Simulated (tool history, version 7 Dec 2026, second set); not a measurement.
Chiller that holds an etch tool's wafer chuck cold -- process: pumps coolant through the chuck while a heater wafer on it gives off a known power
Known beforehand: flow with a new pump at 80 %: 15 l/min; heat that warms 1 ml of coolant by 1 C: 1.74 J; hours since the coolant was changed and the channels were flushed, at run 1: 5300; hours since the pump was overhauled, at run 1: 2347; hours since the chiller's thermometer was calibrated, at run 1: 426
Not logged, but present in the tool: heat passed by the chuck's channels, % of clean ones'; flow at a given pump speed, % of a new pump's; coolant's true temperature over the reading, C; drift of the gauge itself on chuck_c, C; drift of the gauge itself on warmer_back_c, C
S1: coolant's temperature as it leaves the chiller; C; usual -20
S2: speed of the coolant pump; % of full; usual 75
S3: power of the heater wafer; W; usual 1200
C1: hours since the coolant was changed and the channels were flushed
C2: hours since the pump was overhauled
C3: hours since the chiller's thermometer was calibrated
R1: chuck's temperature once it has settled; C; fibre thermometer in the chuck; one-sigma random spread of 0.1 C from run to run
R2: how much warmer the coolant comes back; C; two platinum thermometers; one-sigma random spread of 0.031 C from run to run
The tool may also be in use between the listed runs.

Run 1, hour 0.0: usual settings; C1 5300; C2 2347; C3 426. Result: R1 -1.4 C, R2 3.03 C.
Run 2, hour 80.3: usual settings but S1 -19 C; C1 5380; C2 2427; C3 506. Result: R1 -0.3 C, R2 3.05 C.
Run 3, hour 115.9: usual settings but S1 -19 C; C1 5415; C2 2463; C3 542. Result: R1 -0.3 C, R2 3.11 C.
Run 4, hour 176.1: usual settings but S1 -19 C; C1 5476; C2 2523; C3 602. Result: R1 -0.2 C, R2 3.04 C.
Run 5, hour 217.9: usual settings but S1 -19 C; C1 5517; C2 2565; C3 644. Result: R1 -0.2 C, R2 3.06 C.
Run 6, hour 288.2: usual settings but S1 -19 C, S3 1102 W; C1 5588; C2 2635; C3 714. Result: R1 -1.6 C, R2 2.78 C.
Run 7, hour 339.4: usual settings but S1 -19 C, S2 64 % of full, S3 1102 W; C1 5639; C2 2686; C3 765. Result: R1 0.7 C, R2 3.30 C.
Run 8, hour 393.3: usual settings but S1 -19 C, S2 64 % of full, S3 1102 W; C1 5693; C2 2740; C3 819. Result: R1 0.9 C, R2 3.26 C.
Run 9, hour 438.9: usual settings but S1 -19 C, S2 64 % of full, S3 1102 W; C1 5739; C2 2786; C3 865. Result: R1 0.7 C, R2 3.23 C.
Run 10, hour 492.7: usual settings but S1 -19 C, S2 64 % of full, S3 1077 W; C1 5792; C2 2839; C3 919. Result: R1 0.5 C, R2 3.23 C.
Run 11, hour 572.8: usual settings but S1 -19 C, S2 64 % of full, S3 1077 W; C1 5872; C2 2919; C3 999. Result: R1 0.5 C, R2 3.17 C.
At hour 618.4: coolant changed, channels flushed.
Run 12, hour 619.0: usual settings but S1 -19 C, S2 64 % of full, S3 1077 W; C1 1; C2 2960; C3 1039. Result: R1 -2.9 C, R2 3.19 C.
Run 13, hour 673.5: usual settings but S1 -15 C; C1 55; C2 3014; C3 1093. Result: R1 0.5 C, R2 3.07 C.
Run 14, hour 735.8: usual settings but S1 -15 C; C1 117; C2 3076; C3 1156. Result: R1 0.8 C, R2 3.02 C.
Run 15, hour 817.4: usual settings; C1 199; C2 3158; C3 1237. Result: R1 -4.4 C, R2 3.04 C.
Run 16, hour 855.2: usual settings but S1 -19 C; C1 237; C2 3196; C3 1275. Result: R1 -3.3 C, R2 3.15 C.
Run 17, hour 933.1: usual settings but S1 -19 C; C1 315; C2 3274; C3 1353. Result: R1 -3.2 C, R2 3.10 C.
Run 18, hour 981.4: usual settings but S2 78 % of full, S3 1588 W; C1 363; C2 3322; C3 1401. Result: R1 0.4 C, R2 3.94 C.
Run 19, hour 1030.3: usual settings but S2 78 % of full, S3 1588 W; C1 412; C2 3371; C3 1450. Result: R1 0.1 C, R2 3.93 C.
At hour 1041.0: coolant pump overhauled.
Run 20, hour 1086.4: usual settings but S2 78 % of full, S3 1588 W; C1 463; C2 45; C3 1501. Result: R1 0.9 C, R2 4.01 C.
Run 21, hour 1124.5: usual settings but S2 90 % of full; C1 501; C2 83; C3 1539. Result: R1 -6.1 C, R2 2.63 C.
Run 22, hour 1161.9: usual settings but S2 80 % of full, S3 726 W; C1 538; C2 121; C3 1577. Result: R1 -10.9 C, R2 1.82 C.
Run 23, hour 1235.1: usual settings but S1 -18 C, S2 73 % of full, S3 1040 W; C1 612; C2 194; C3 1650. Result: R1 -3.4 C, R2 2.81 C.

What will run 24 give?
At hour 1307.6: coolant pump overhauled, once more.
Run 24, hour 1321.1: usual settings but S1 -16 C, S3 701 W; C1 693; C2 13; C3 1731. Result: R1 ?, R2 ?.

Run 24 gave R1 -7.0 C, R2 1.69 C.
Take away the tool's hidden state, keep the run-to-run variation as it was, and the same run would have given R1 -7.0 C, R2 1.69 C.

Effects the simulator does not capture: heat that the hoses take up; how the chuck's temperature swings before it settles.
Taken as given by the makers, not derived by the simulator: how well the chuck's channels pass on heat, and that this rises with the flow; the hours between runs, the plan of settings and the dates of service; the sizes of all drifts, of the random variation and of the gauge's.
